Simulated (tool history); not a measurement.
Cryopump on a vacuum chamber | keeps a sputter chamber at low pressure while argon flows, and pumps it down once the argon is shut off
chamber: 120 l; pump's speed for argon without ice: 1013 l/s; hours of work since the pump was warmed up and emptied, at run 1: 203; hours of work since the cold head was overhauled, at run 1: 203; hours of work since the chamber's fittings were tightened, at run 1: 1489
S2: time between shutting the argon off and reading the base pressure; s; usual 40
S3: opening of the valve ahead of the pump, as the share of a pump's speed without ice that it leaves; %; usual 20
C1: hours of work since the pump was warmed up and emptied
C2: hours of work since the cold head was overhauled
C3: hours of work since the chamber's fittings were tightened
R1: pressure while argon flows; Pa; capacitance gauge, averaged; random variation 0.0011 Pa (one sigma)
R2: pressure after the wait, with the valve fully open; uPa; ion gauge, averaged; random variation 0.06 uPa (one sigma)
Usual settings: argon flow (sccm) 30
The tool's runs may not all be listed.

run 1 hour=0.0 | argon_flow_(sccm)=30 S2=40 S3=20 | C1=203 C2=203 C3=1489 | R1=0.2524 R2=5.32
run 2 hour=29.3 | argon_flow_(sccm)=30 S2=40 S3=20 | C1=217 C2=217 C3=1503 | R1=0.2517 R2=5.20
run 3 hour=57.7 | argon_flow_(sccm)=30 S2=40 S3=20 | C1=230 C2=230 C3=1517 | R1=0.2540 R2=5.22
run 4 hour=103.1 | argon_flow_(sccm)=30 S2=40 S3=20 | C1=252 C2=252 C3=1538 | R1=0.2526 R2=5.43
run 5 hour=146.2 | argon_flow_(sccm)=30 S2=40 S3=56 | C1=273 C2=273 C3=1559 | R1=0.0942 R2=5.28
run 6 hour=173.1 | argon_flow_(sccm)=30 S2=40 S3=56 | C1=285 C2=285 C3=1571 | R1=0.0926 R2=5.44
run 7 hour=203.1 | argon_flow_(sccm)=30 S2=40 S3=56 | C1=300 C2=300 C3=1586 | R1=0.0929 R2=5.17
run 8 hour=234.2 | argon_flow_(sccm)=30 S2=40 S3=56 | C1=314 C2=314 C3=1601 | R1=0.0930 R2=5.55
run 9 hour=282.9 | argon_flow_(sccm)=30 S2=40 S3=43 | C1=338 C2=338 C3=1624 | R1=0.1201 R2=5.48
run 10 hour=326.3 | argon_flow_(sccm)=30 S2=40 S3=43 | C1=358 C2=358 C3=1644 | R1=0.1200 R2=5.43
run 11 hour=349.4 | argon_flow_(sccm)=20 S2=40 S3=20 | C1=369 C2=369 C3=1655 | R1=0.1689 R2=5.68
run 12 hour=376.9 | argon_flow_(sccm)=32 S2=40 S3=20 | C1=382 C2=382 C3=1668 | R1=0.2722 R2=5.59
run 13 hour=400.6 | argon_flow_(sccm)=30 S2=40 S3=20 | C1=393 C2=393 C3=1680 | R1=0.2533 R2=5.76
run 14 hour=440.6 | argon_flow_(sccm)=30 S2=40 S3=20 | C1=413 C2=413 C3=1699 | R1=0.2558 R2=5.48
run 15 hour=481.6 | argon_flow_(sccm)=30 S2=40 S3=20 | C1=432 C2=432 C3=1718 | R1=0.2565 R2=5.63
run 16 hour=527.0 | argon_flow_(sccm)=30 S2=40 S3=20 | C1=454 C2=454 C3=1740 | R1=0.2568 R2=5.57
run 17 hour=556.7 | argon_flow_(sccm)=16 S2=40 S3=20 | C1=468 C2=468 C3=1754 | R1=0.1360 R2=5.60
run 18 hour=581.0 | argon_flow_(sccm)=34 S2=275 S3=20 | C1=479 C2=479 C3=1765 | R1=0.2914 R2=2.78
run 19 hour=614.5 | argon_flow_(sccm)=34 S2=275 S3=20 | C1=495 C2=495 C3=1781 | R1=0.2886 R2=2.78
run 20 hour=637.8 | argon_flow_(sccm)=18 S2=40 S3=20 | C1=506 C2=506 C3=1792 | R1=0.1561 R2=5.83
run 21 hour=686.6 | argon_flow_(sccm)=30 S2=40 S3=27 | C1=530 C2=530 C3=1816 | R1=0.1932 R2=5.68
run 22 hour=716.3 | argon_flow_(sccm)=12 S2=44 S3=25 | C1=544 C2=544 C3=1830 | R1=0.0815 R2=5.57
run 23 hour=742.2 | argon_flow_(sccm)=19 S2=40 S3=20 | C1=556 C2=556 C3=1842 | R1=0.1629 R2=5.73
run 24 hour=784.4 | argon_flow_(sccm)=23 S2=62 S3=30 | C1=576 C2=576 C3=1862 | R1=0.1326 R2=4.63
run 25 hour=809.5 | argon_flow_(sccm)=30 S2=114 S3=60 | C1=588 C2=588 C3=1874 | R1=0.0904 R2=3.64
run 26 hour=862.4 | argon_flow_(sccm)=29 S2=86 S3=19 | C1=613 C2=613 C3=1899 | R1=0.2622 R2=4.16
run 27 hour=917.8 | argon_flow_(sccm)=29 S2=86 S3=19 | C1=639 C2=639 C3=1926 | R1=0.2641 R2=4.06
run 28 hour=958.8 | argon_flow_(sccm)=30 S2=33 S3=31 | C1=659 C2=659 C3=1945 | R1=0.1695 R2=6.83
run 29 hour=991.1 | argon_flow_(sccm)=58 S2=107 S3=31 | C1=674 C2=674 C3=1960 | R1=0.3314 R2=3.78
run 30 hour=1028.9 | argon_flow_(sccm)=58 S2=107 S3=31 | C1=692 C2=692 C3=1978 | R1=0.3292 R2=3.91
run 31 hour=1079.0 | argon_flow_(sccm)=30 S2=29 S3=20 | C1=716 C2=716 C3=2002 | R1=0.2595 R2=7.53
run 32 hour=1128.6 | argon_flow_(sccm)=30 S2=40 S3=38 | C1=740 C2=740 C3=2026 | R1=0.1421 R2=6.21
run 33 hour=1168.1 | argon_flow_(sccm)=20 S2=40 S3=36 | C1=758 C2=758 C3=2045 | R1=0.0995 R2=6.04
run 34 hour=1208.4 | argon_flow_(sccm)=15 S2=42 S3=20 | C1=778 C2=778 C3=2064 | R1=0.1304 R2=6.15

Forecast each of these 4 alternatives for the next run:
run A hour=1255.8 | argon_flow_(sccm)=15 S2=32 S3=24 | C1=800 C2=800 C3=2086 | R1=? R2=?
run B hour=1255.8 | argon_flow_(sccm)=21 S2=204 S3=20 | C1=800 C2=800 C3=2086 | R1=? R2=?
run C hour=1255.8 | argon_flow_(sccm)=21 S2=40 S3=16 | C1=800 C2=800 C3=2086 | R1=? R2=?
run D hour=1255.8 | argon_flow_(sccm)=14 S2=239 S3=45 | C1=800 C2=800 C3=2086 | R1=? R2=?

run=A R1=0.1094 R2=7.21
run=B R1=0.1850 R2=3.50
run=C R1=0.2263 R2=6.53
run=D R1=0.0571 R2=3.36
Without the tool's hidden state the same runs would have given:
run=A R1=0.1042 R2=4.70
run=B R1=0.1776 R2=1.00
run=C R1=0.2189 R2=3.96
run=D R1=0.0521 R2=0.87
